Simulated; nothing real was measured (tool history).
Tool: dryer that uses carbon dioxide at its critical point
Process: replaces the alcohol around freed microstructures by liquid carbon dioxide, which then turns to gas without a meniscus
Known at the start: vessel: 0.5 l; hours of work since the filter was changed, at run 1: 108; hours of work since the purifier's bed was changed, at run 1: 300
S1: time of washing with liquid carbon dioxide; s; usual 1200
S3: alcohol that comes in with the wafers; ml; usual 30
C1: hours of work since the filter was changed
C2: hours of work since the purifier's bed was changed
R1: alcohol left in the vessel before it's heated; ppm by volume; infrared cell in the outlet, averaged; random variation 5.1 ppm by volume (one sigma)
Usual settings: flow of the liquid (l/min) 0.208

run 1 hour=0.0 | S1=1200 flow_of_the_liquid_(l/min)=0.208 S3=30 | C1=108 C2=300 | R1=224
run 2 hour=18.0 | S1=1200 flow_of_the_liquid_(l/min)=0.208 S3=30 | C1=120 C2=313 | R1=237
run 3 hour=26.7 | S1=1200 flow_of_the_liquid_(l/min)=0.208 S3=30 | C1=126 C2=319 | R1=251
run 4 hour=36.9 | S1=1200 flow_of_the_liquid_(l/min)=0.208 S3=30 | C1=133 C2=326 | R1=251
run 5 hour=49.8 | S1=1200 flow_of_the_liquid_(l/min)=0.208 S3=30 | C1=142 C2=335 | R1=262
run 6 hour=64.8 | S1=1620 flow_of_the_liquid_(l/min)=0.208 S3=30 | C1=153 C2=345 | R1=128
-- hour=69.3 inlet filter changed
run 7 hour=79.4 | S1=1200 flow_of_the_liquid_(l/min)=0.208 S3=30 | C1=7 C2=355 | R1=182
run 8 hour=95.3 | S1=1200 flow_of_the_liquid_(l/min)=0.208 S3=30 | C1=18 C2=366 | R1=192
run 9 hour=104.6 | S1=1200 flow_of_the_liquid_(l/min)=0.316 S3=30 | C1=25 C2=372 | R1=124
run 10 hour=114.3 | S1=1200 flow_of_the_liquid_(l/min)=0.316 S3=30 | C1=31 C2=379 | R1=116
run 11 hour=123.3 | S1=1200 flow_of_the_liquid_(l/min)=0.316 S3=30 | C1=38 C2=385 | R1=117
run 12 hour=140.9 | S1=1200 flow_of_the_liquid_(l/min)=0.316 S3=30 | C1=50 C2=398 | R1=126
run 13 hour=150.2 | S1=1200 flow_of_the_liquid_(l/min)=0.316 S3=30 | C1=56 C2=404 | R1=129
run 14 hour=163.4 | S1=1200 flow_of_the_liquid_(l/min)=0.316 S3=30 | C1=66 C2=413 | R1=128
run 15 hour=172.5 | S1=1200 flow_of_the_liquid_(l/min)=0.316 S3=30 | C1=72 C2=420 | R1=132
run 16 hour=187.3 | S1=1200 flow_of_the_liquid_(l/min)=0.316 S3=113 | C1=82 C2=430 | R1=148
run 17 hour=201.0 | S1=1200 flow_of_the_liquid_(l/min)=0.316 S3=113 | C1=92 C2=440 | R1=144
run 18 hour=215.7 | S1=1200 flow_of_the_liquid_(l/min)=0.316 S3=113 | C1=102 C2=450 | R1=160
run 19 hour=229.1 | S1=1200 flow_of_the_liquid_(l/min)=0.186 S3=30 | C1=111 C2=459 | R1=398
run 20 hour=240.2 | S1=720 flow_of_the_liquid_(l/min)=0.208 S3=30 | C1=119 C2=467 | R1=1738
run 21 hour=257.9 | S1=1200 flow_of_the_liquid_(l/min)=0.297 S3=30 | C1=131 C2=479 | R1=153
run 22 hour=270.1 | S1=1200 flow_of_the_liquid_(l/min)=0.297 S3=30 | C1=140 C2=488 | R1=166
run 23 hour=286.2 | S1=1200 flow_of_the_liquid_(l/min)=0.297 S3=30 | C1=151 C2=499 | R1=167
-- hour=293.0 inlet filter changed
run 24 hour=297.3 | S1=1200 flow_of_the_liquid_(l/min)=0.208 S3=104 | C1=3 C2=506 | R1=374
run 25 hour=313.4 | S1=1020 flow_of_the_liquid_(l/min)=0.208 S3=96 | C1=14 C2=517 | R1=791
run 26 hour=321.2 | S1=1020 flow_of_the_liquid_(l/min)=0.156 S3=96 | C1=20 C2=523 | R1=2697
run 27 hour=329.2 | S1=1020 flow_of_the_liquid_(l/min)=0.156 S3=96 | C1=25 C2=528 | R1=2771
run 28 hour=344.6 | S1=1320 flow_of_the_liquid_(l/min)=0.156 S3=96 | C1=36 C2=539 | R1=944
run 29 hour=359.1 | S1=1680 flow_of_the_liquid_(l/min)=0.242 S3=30 | C1=46 C2=549 | R1=161
run 30 hour=372.4 | S1=1680 flow_of_the_liquid_(l/min)=0.242 S3=30 | C1=55 C2=558 | R1=161
run 31 hour=390.2 | S1=1680 flow_of_the_liquid_(l/min)=0.304 S3=76 | C1=68 C2=571 | R1=164
run 32 hour=398.1 | S1=1680 flow_of_the_liquid_(l/min)=0.304 S3=76 | C1=73 C2=576 | R1=170
run 33 hour=407.1 | S1=1680 flow_of_the_liquid_(l/min)=0.304 S3=76 | C1=80 C2=582 | R1=163
run 34 hour=416.5 | S1=1200 flow_of_the_liquid_(l/min)=0.208 S3=23 | C1=86 C2=589 | R1=259
run 35 hour=429.9 | S1=1200 flow_of_the_liquid_(l/min)=0.208 S3=23 | C1=95 C2=598 | R1=265
run 36 hour=439.2 | S1=1020 flow_of_the_liquid_(l/min)=0.183 S3=36 | C1=102 C2=605 | R1=878
run 37 hour=451.0 | S1=900 flow_of_the_liquid_(l/min)=0.183 S3=36 | C1=110 C2=613 | R1=1460
run 38 hour=464.3 | S1=1320 flow_of_the_liquid_(l/min)=0.288 S3=36 | C1=119 C2=622 | R1=187
-- hour=479.9 purifier's bed changed
run 39 hour=482.7 | S1=1200 flow_of_the_liquid_(l/min)=0.168 S3=30 | C1=130 C2=2 | R1=466
run 40 hour=498.0 | S1=780 flow_of_the_liquid_(l/min)=0.263 S3=87 | C1=141 C2=13 | R1=1463
run 41 hour=513.8 | S1=1200 flow_of_the_liquid_(l/min)=0.236 S3=97 | C1=152 C2=24 | R1=277
-- hour=518.9 inlet filter changed
run 42 hour=531.9 | S1=780 flow_of_the_liquid_(l/min)=0.175 S3=28 | C1=9 C2=36 | R1=1436
run 43 hour=544.7 | S1=1440 flow_of_the_liquid_(l/min)=0.175 S3=21 | C1=18 C2=44 | R1=64
run 44 hour=560.6 | S1=1440 flow_of_the_liquid_(l/min)=0.175 S3=21 | C1=29 C2=56 | R1=62
run 45 hour=573.0 | S1=1140 flow_of_the_liquid_(l/min)=0.208 S3=30 | C1=38 C2=64 | R1=140
run 46 hour=582.1 | S1=1200 flow_of_the_liquid_(l/min)=0.208 S3=52 | C1=44 C2=71 | R1=188
run 47 hour=590.8 | S1=1920 flow_of_the_liquid_(l/min)=0.130 S3=30 | C1=50 C2=77 | R1=110

Hidden state or all else? Some run-to-run changes of R1, split into what the settings, what came in and random variation would give without the hidden state, and what is left for the hidden state (with any gauge scatter that isn't in both results):
The hidden state here: flow that reaches the vessel past the clogged filter, %; alcohol in the recycled carbon dioxide, ppm; drift of the gauge itself on alcohol_ppm, %.
Run 20 -> 21: S1 720 -> 1200, flow of the liquid (l/min) 0.208 -> 0.297. R1 -1585 ppm by volume: hidden state -621, all else -964.
Run 25 -> 26: flow of the liquid (l/min) 0.208 -> 0.156. R1 +1906 ppm by volume: hidden state +168, all else +1738.
Run 27 -> 28: S1 1020 -> 1320. R1 -1827 ppm by volume: hidden state -135, all else -1692.
Run 39 -> 40: S1 1200 -> 780, flow of the liquid (l/min) 0.168 -> 0.263, S3 30 -> 87. R1 +997 ppm by volume: hidden state +551, all else +446.
Run 40 -> 41: S1 780 -> 1200, flow of the liquid (l/min) 0.263 -> 0.236, S3 87 -> 97. R1 -1186 ppm by volume: hidden state -597, all else -589.
